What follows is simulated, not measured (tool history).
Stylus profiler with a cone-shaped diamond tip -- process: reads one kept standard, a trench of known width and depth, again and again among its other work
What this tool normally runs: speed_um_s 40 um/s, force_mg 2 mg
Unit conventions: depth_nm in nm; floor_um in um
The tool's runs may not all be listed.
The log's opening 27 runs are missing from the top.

run	hour	speed_um_s	force_mg	scans with this tip	hours of work since the height scale was calibrated	depth_nm	floor_um
# hour 397.8: height scale calibrated on a step standard
28	406.3	65	3.53	4258	6	1005.86	45.53
29	418.9	34	0.73	4359	14	1000.41	45.53
30	428.7	102	1.76	4438	21	1002.88	45.42
# hour 432.4: height scale calibrated on a step standard, once more
31	446	102	1.76	4572	9	1004.39	45.33
32	466.3	83	1.85	4734	22	1004.77	45.39
33	480.4	152	2.86	4846	32	1006.71	45.36
34	496.9	11	5.24	4979	43	1009.26	45.64
35	513.4	24	0.75	5110	54	1002.37	45.57
36	522.9	24	0.75	5186	60	1002.39	45.51
37	540.3	24	0.75	5325	71	1002.09	45.43
38	558.6	24	1.02	5472	84	1002.69	45.55
39	575.1	11	1.11	5603	94	1002.77	45.6
40	595.9	12	3.92	5770	108	1007.49	45.64
41	605	12	3.92	5842	114	1007.52	45.54
42	625	19	1.4	6002	128	1003.89	45.5
43	637.4	19	5.45	6101	136	1009.4	45.59
44	655.9	19	5.45	6249	148	1009.69	45.5
45	669.5	19	5.45	6358	157	1009.32	45.57
46	685.6	98	1.99	6486	168	1004.57	45.32

What if the next run were any one of these 3? Each begins from the tool's condition after run 46:
A	705.5	26	2	6645	181	?	?
B	705.5	11	1.94	6645	181	?	?
C	705.5	128	0.8	6645	181	?	?

run	depth_nm	floor_um
A	1004.31	45.51
B	1004.09	45.53
C	1001.83	44.95
What these runs would have given with no unlogged condition in the tool:
run	depth_nm	floor_um
A	1005.38	45.93
B	1005.16	45.95
C	1002.9	45.37
